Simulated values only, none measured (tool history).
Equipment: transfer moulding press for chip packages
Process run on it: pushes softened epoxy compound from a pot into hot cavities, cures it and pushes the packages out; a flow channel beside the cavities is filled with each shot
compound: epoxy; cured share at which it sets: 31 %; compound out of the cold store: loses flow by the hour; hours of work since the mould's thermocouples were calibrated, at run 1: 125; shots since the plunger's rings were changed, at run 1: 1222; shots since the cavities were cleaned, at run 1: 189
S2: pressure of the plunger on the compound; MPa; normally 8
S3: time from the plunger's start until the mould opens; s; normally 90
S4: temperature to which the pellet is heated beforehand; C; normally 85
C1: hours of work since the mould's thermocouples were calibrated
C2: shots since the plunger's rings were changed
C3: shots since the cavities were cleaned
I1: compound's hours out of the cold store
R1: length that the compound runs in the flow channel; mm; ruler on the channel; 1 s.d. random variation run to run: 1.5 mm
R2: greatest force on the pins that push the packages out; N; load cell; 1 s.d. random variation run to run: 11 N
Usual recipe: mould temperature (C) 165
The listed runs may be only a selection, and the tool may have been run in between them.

run 1 hour=0 | mould_temperature_(C)=165 S2=8 S3=90 S4=85 | C1=125 C2=1222 C3=189 | I1=19.7 | R1=695 R2=736
run 2 hour=51 | mould_temperature_(C)=165 S2=8 S3=90 S4=85 | C1=160 C2=1874 C3=841 | I1=19 | R1=694 R2=974
-- hour=69.9 cavities cleaned with cleaning compound and waxed
run 3 hour=102.1 | mould_temperature_(C)=165 S2=8 S3=90 S4=86 | C1=194 C2=2508 C3=411 | I1=33 | R1=638 R2=834
run 4 hour=129.6 | mould_temperature_(C)=165 S2=8 S3=90 S4=86 | C1=212 C2=2860 C3=763 | I1=36.8 | R1=623 R2=966
-- hour=154 cavities cleaned with cleaning compound and waxed
run 5 hour=173.2 | mould_temperature_(C)=165 S2=8 S3=90 S4=86 | C1=241 C2=3398 C3=246 | I1=38.3 | R1=616 R2=742
-- hour=210.2 plunger's sealing rings changed
run 6 hour=214.7 | mould_temperature_(C)=165 S2=8 S3=90 S4=86 | C1=268 C2=58 C3=745 | I1=19 | R1=703 R2=987
-- hour=241.5 cavities cleaned with cleaning compound and waxed
run 7 hour=250.4 | mould_temperature_(C)=165 S2=8 S3=90 S4=86 | C1=291 C2=496 C3=115 | I1=13.4 | R1=719 R2=620
run 8 hour=314.4 | mould_temperature_(C)=160 S2=8 S3=90 S4=86 | C1=334 C2=1313 C3=932 | I1=35.5 | R1=646 R2=1416
-- hour=323.8 cavities cleaned with cleaning compound and waxed
-- hour=345.5 mould's thermocouples calibrated
run 9 hour=359.8 | mould_temperature_(C)=164 S2=8 S3=90 S4=85 | C1=10 C2=1850 C3=435 | I1=21.5 | R1=686 R2=957
-- hour=411.3 cavities cleaned with cleaning compound and waxed
run 10 hour=420.1 | mould_temperature_(C)=164 S2=8 S3=90 S4=85 | C1=50 C2=2601 C3=112 | I1=44.6 | R1=597 R2=646
run 11 hour=465.4 | mould_temperature_(C)=157 S2=8 S3=90 S4=85 | C1=80 C2=3180 C3=691 | I1=22.1 | R1=691 R2=1863
-- hour=498.1 cavities cleaned with cleaning compound and waxed
run 12 hour=517.2 | mould_temperature_(C)=157 S2=8 S3=90 S4=85 | C1=115 C2=3824 C3=244 | I1=44 | R1=610 R2=1360
-- hour=523.7 plunger's sealing rings changed
run 13 hour=552.4 | mould_temperature_(C)=165 S2=9.87 S3=71 S4=85 | C1=137 C2=368 C3=662 | I1=29.5 | R1=736 R2=1753

Alternative continuations, all from the tool just after run 13; predict every row:
-- hour=586.7 cavities cleaned with cleaning compound and waxed
run A hour=617.2 | mould_temperature_(C)=165 S2=9.87 S3=105 S4=85 | C1=180 C2=1177 C3=389 | I1=10.9 | R1=? R2=?
-- hour=586.7 cavities cleaned with cleaning compound and waxed
run B hour=617.2 | mould_temperature_(C)=165 S2=8 S3=118 S4=86 | C1=180 C2=1177 C3=389 | I1=36.4 | R1=? R2=?
-- hour=586.7 cavities cleaned with cleaning compound and waxed
run C hour=617.2 | mould_temperature_(C)=161 S2=9.82 S3=75 S4=85 | C1=180 C2=1177 C3=389 | I1=32.4 | R1=? R2=?
-- hour=586.7 cavities cleaned with cleaning compound and waxed
run D hour=617.2 | mould_temperature_(C)=167 S2=8 S3=99 S4=85 | C1=180 C2=1177 C3=389 | I1=9.2 | R1=? R2=?

run=A R1=811 R2=716
run=B R1=632 R2=644
run=C R1=725 R2=1718
run=D R1=733 R2=729
What these runs would have given with no unlogged condition in the tool:
run=A R1=821 R2=446
run=B R1=640 R2=401
run=C R1=734 R2=1070
run=D R1=742 R2=458
